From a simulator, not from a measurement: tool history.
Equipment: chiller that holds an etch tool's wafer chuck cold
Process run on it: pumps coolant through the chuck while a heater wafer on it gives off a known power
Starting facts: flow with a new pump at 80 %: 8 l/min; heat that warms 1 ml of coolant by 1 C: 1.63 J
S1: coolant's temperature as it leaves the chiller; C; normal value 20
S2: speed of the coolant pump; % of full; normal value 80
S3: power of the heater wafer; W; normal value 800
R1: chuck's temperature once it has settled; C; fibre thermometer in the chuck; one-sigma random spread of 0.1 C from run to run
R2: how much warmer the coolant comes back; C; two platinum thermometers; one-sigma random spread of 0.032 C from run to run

{"run": 1, "hour": 0.0, "S1": 20, "S2": 80, "S3": 800, "R1": 27.6, "R2": 3.71}
{"run": 2, "hour": 36.3, "S1": 20, "S2": 80, "S3": 800, "R1": 27.6, "R2": 3.75}
{"run": 3, "hour": 74.3, "S1": 20, "S2": 80, "S3": 800, "R1": 27.7, "R2": 3.72}
{"run": 4, "hour": 126.1, "S1": 20, "S2": 80, "S3": 800, "R1": 27.7, "R2": 3.74}
{"run": 5, "hour": 164.6, "S1": 20, "S2": 66, "S3": 800, "R1": 28.7, "R2": 4.58}
{"run": 6, "hour": 239.2, "S1": 20, "S2": 66, "S3": 800, "R1": 28.6, "R2": 4.62}
{"run": 7, "hour": 276.3, "S1": 20, "S2": 66, "S3": 800, "R1": 28.6, "R2": 4.65}
{"run": 8, "hour": 353.1, "S1": 20, "S2": 66, "S3": 800, "R1": 28.7, "R2": 4.63}
{"run": 9, "hour": 415.8, "S1": 20, "S2": 82, "S3": 800, "R1": 27.4, "R2": 3.63}
{"run": 10, "hour": 462.4, "S1": 20, "S2": 82, "S3": 800, "R1": 27.5, "R2": 3.63}
{"run": 11, "hour": 524.0, "S1": 20, "S2": 82, "S3": 800, "R1": 27.4, "R2": 3.64}
{"run": 12, "hour": 560.9, "S1": 20, "S2": 82, "S3": 800, "R1": 27.6, "R2": 3.66}
{"run": 13, "hour": 594.6, "S1": 20, "S2": 82, "S3": 800, "R1": 27.5, "R2": 3.6}
{"run": 14, "hour": 660.0, "S1": 20, "S2": 96, "S3": 800, "R1": 26.9, "R2": 3.01}
{"run": 15, "hour": 738.1, "S1": 20, "S2": 80, "S3": 800, "R1": 27.7, "R2": 3.73}

For run 16, what comes out?
{"hour": 748.8, "done": "coolant pump overhauled"}
{"run": 16, "hour": 801.3, "S1": 18, "S2": 80, "S3": 800, "R1": "?", "R2": "?"}

{"run 16": {"R1": 25.7, "R2": 3.75}}
If the tool had no hidden condition, the same run with the same run-to-run variation would have returned R1 25.4 C, R2 3.68 C.
